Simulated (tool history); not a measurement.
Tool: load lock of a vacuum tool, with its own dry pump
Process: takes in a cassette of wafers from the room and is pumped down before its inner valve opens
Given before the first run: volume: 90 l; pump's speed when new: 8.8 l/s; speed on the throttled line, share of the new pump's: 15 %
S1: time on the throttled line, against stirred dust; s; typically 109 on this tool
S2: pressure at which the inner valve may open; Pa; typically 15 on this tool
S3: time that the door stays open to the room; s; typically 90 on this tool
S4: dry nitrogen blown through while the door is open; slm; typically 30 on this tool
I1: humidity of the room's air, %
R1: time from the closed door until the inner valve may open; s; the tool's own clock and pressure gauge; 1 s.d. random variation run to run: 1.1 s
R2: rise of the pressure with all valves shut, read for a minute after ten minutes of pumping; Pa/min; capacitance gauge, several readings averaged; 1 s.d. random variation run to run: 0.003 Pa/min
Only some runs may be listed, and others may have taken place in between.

Run 1, hour 0.0: usual settings; I1 42.9. Result: R1 191.5 s, R2 0.094 Pa/min.
Run 2, hour 265.4: usual settings but S4 7 slm; I1 45.7. Result: R1 191.7 s, R2 0.128 Pa/min.
Run 3, hour 501.1: usual settings but S4 35 slm; I1 44.9. Result: R1 190.3 s, R2 0.104 Pa/min.
Run 4, hour 773.5: usual settings but S4 35 slm; I1 42.5. Result: R1 192.8 s, R2 0.111 Pa/min.
Run 5, hour 1002.4: usual settings; I1 45.2. Result: R1 192.5 s, R2 0.123 Pa/min.
Run 6, hour 1431.4: usual settings but S2 16 Pa; I1 43.9. Result: R1 193.0 s, R2 0.138 Pa/min.
Run 7, hour 1733.1: usual settings but S2 16 Pa; I1 48.4. Result: R1 192.8 s, R2 0.142 Pa/min.
Run 8, hour 2108.7: usual settings but S1 203 s, S2 16 Pa; I1 46.0. Result: R1 269.2 s, R2 0.151 Pa/min.
Run 9, hour 2436.4: usual settings but S1 203 s, S2 16 Pa, S4 17 slm; I1 46.8. Result: R1 270.2 s, R2 0.166 Pa/min.
Run 10, hour 2783.1: usual settings; I1 45.4. Result: R1 196.7 s, R2 0.164 Pa/min.
Run 11, hour 3158.6: usual settings; I1 43.5. Result: R1 197.5 s, R2 0.180 Pa/min.
Run 12, hour 3361.8: usual settings but S4 18 slm; I1 44.0. Result: R1 197.2 s, R2 0.189 Pa/min.
Run 13, hour 3581.4: usual settings but S1 67 s, S2 14 Pa, S3 187 s, S4 20 slm; I1 48.7. Result: R1 163.3 s, R2 0.240 Pa/min.
Run 14, hour 3911.4: usual settings but S1 200 s, S3 103 s; I1 45.4. Result: R1 273.9 s, R2 0.204 Pa/min.
Run 15, hour 4227.9: usual settings but S1 101 s, S2 27 Pa, S3 134 s; I1 45.8. Result: R1 184.0 s, R2 0.227 Pa/min.
Run 16, hour 4448.8: usual settings but S1 61 s, S2 17 Pa, S3 149 s; I1 47.2. Result: R1 156.4 s, R2 0.245 Pa/min.
Run 17, hour 4728.4: usual settings but S1 61 s, S2 17 Pa, S3 149 s; I1 45.1. Result: R1 158.3 s, R2 0.244 Pa/min.
Run 18, hour 5167.5: usual settings but S2 28 Pa, S3 203 s, S4 9 slm; I1 45.7. Result: R1 192.0 s, R2 0.328 Pa/min.
Run 19, hour 5609.7: usual settings but S2 13 Pa, S4 6 slm; I1 40.5. Result: R1 201.7 s, R2 0.284 Pa/min.

For run 20, what comes out?
Run 20, hour 5960.4: usual settings but S2 13 Pa, S4 6 slm; I1 45.8. Result: R1 ?, R2 ?.

{"run 20": {"R1": 204.4, "R2": 0.304}}
With no hidden state in the tool, this same run would have given R1 186.8 s, R2 0.073 Pa/min.
